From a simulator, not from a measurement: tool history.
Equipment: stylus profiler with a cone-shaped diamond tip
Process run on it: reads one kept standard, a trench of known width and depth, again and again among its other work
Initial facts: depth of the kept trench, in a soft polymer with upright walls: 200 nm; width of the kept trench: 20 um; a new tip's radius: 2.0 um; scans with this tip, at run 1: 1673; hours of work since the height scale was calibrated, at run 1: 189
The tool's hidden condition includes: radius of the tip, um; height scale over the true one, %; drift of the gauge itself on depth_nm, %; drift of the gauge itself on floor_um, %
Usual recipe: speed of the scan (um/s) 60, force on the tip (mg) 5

run	hour	speed of the scan (um/s)	force on the tip (mg)	scans with this tip	hours of work since the height scale was calibrated	depth of the trench (Å)	width of the trench's floor (nm)
1	0	60	5	1673	189	2036.8	18150
2	11.6	163	5	1717	194	2035.3	18020
3	30.8	163	5	1789	202	2037.4	17970
4	45.6	163	5	1845	208	2037.4	17920
5	65.1	163	5	1920	217	2037.6	17930
6	75.5	163	5	1959	221	2037.1	17950
7	92.5	163	5	2023	228	2036.7	18000
8	105.5	60	5	2073	234	2037.4	18150
9	122.1	60	5	2136	241	2037.7	18190
10	138.8	60	5	2199	248	2037.5	18120
11	154.2	60	5	2257	255	2037	18130
12	172.9	60	5	2328	263	2037	18100
13	194.9	60	5	2412	272	2038	18120
14	213	60	5	2480	280	2037.4	18090
15	236.4	60	5	2569	290	2036.6	18130
16	260.2	60	5	2659	300	2036.6	18130
17	276.9	60	5	2723	307	2036.8	18160
18	300.6	60	5	2813	317	2036.3	18130
19	312.6	60	5	2858	323	2038.2	18140
20	336	60	5	2947	333	2036.3	18110
21	346.7	194	5	2987	337	2035.9	17970
22	362.8	60	5	3048	344	2035.9	18130
23	386.9	60	1.92	3140	354	2020	18040
24	399.5	60	1.92	3187	360	2019.1	18160
25	413.3	52	12.46	3240	366	2066.8	18200
26	436.2	52	12.46	3326	375	2068.9	18180
27	452.6	47	4.04	3389	383	2031.8	18150
28	465.9	51	6.46	3439	388	2043	18160
29	483.7	51	6.46	3507	396	2045	18130
30	497.6	51	6.46	3559	402	2044.5	18140
31	520.7	115	5.91	3647	412	2041	18050
32	543.2	93	2.09	3732	421	2021.4	18060
33	567.3	60	8.85	3824	432	2052.6	18130
34	591.7	60	8.85	3916	442	2052.5	18190
35	616.4	29	5.37	4010	453	2038.8	18220
36	628.2	29	5.37	4055	458	2039	18230
37	645.1	31	4.09	4119	465	2032.5	18220
38	658.5	31	4.09	4169	471	2032.2	18230
39	683.4	134	8.85	4264	481	2054.1	18050
40	697.3	134	8.85	4317	487	2055.2	18050
41	708.3	42	1.9	4358	492	2019.3	18180
42	731.6	164	4.06	4447	502	2031	17900
43	743.4	58	4.75	4491	507	2034.4	18120
44	753.9	60	7.05	4531	511	2047.1	18160
45	769.2	74	2.7	4589	518	2023.6	18090
46	793.6	74	2.7	4682	528	2025.1	18080
47	814.2	43	2.71	4760	537	2024.7	18150

Each row is a separate what-if for the run after 47, all from the same tool condition, not one after another. Results?
A	825.6	37	3.62	4803	542	?	?
B	825.6	219	10.22	4803	542	?	?
C	825.6	24	5	4803	542	?	?

run	depth of the trench (Å)	width of the trench's floor (nm)
A	2029.7	18160
B	2059.3	17950
C	2037.2	18200
With the hidden condition removed and each run's random variation left untouched, the same runs would have given:
run	depth of the trench (Å)	width of the trench's floor (nm)
A	2029.8	18160
B	2059.4	17960
C	2037.3	18210

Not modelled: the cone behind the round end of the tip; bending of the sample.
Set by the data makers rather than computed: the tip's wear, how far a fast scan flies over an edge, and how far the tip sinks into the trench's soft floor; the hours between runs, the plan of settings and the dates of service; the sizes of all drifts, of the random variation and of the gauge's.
